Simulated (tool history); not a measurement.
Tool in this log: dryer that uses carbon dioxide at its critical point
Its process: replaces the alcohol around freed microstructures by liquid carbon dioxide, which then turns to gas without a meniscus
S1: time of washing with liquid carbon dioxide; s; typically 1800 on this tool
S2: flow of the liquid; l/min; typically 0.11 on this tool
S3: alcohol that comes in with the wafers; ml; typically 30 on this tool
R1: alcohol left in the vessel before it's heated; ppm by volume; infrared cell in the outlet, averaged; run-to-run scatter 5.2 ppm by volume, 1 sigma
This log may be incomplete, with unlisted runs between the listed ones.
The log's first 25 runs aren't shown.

run,hour,S1,S2,S3,R1
26,568.9,1320,0.078,44,3555
27,587.6,2820,0.11,30,93
28,615.3,2820,0.11,30,108
29,641.1,2700,0.11,43,109
30,662.3,2700,0.11,43,115
31,690.4,2700,0.073,40,327
32,707.7,2700,0.073,40,323
33,724.6,2400,0.11,30,133
34,753.2,2880,0.163,25,116
35,771.8,1440,0.07,46,5111
36,800.7,1140,0.139,100,2093
# hour 811.6: inlet filter changed
37,832.7,1380,0.16,99,263
38,855.5,2280,0.156,24,117
39,879.9,2280,0.156,24,133
40,903.6,2820,0.11,41,133
41,934.5,2040,0.097,41,296
42,956.9,2040,0.111,62,229
43,971.6,2220,0.076,62,859
44,986,2100,0.127,62,159
45,1017.7,2100,0.127,62,177
46,1045.6,2100,0.127,62,183

Predict each of these 3 candidate next runs independently; none follows another, all start after run 46:
A,1065.9,2100,0.127,34,?
B,1065.9,2160,0.149,104,?
C,1065.9,2280,0.169,62,?

run,R1
A,166
B,155
C,138
Without the tool's unlogged condition, the same runs would have read:
run,R1
A,12
B,11
C,0
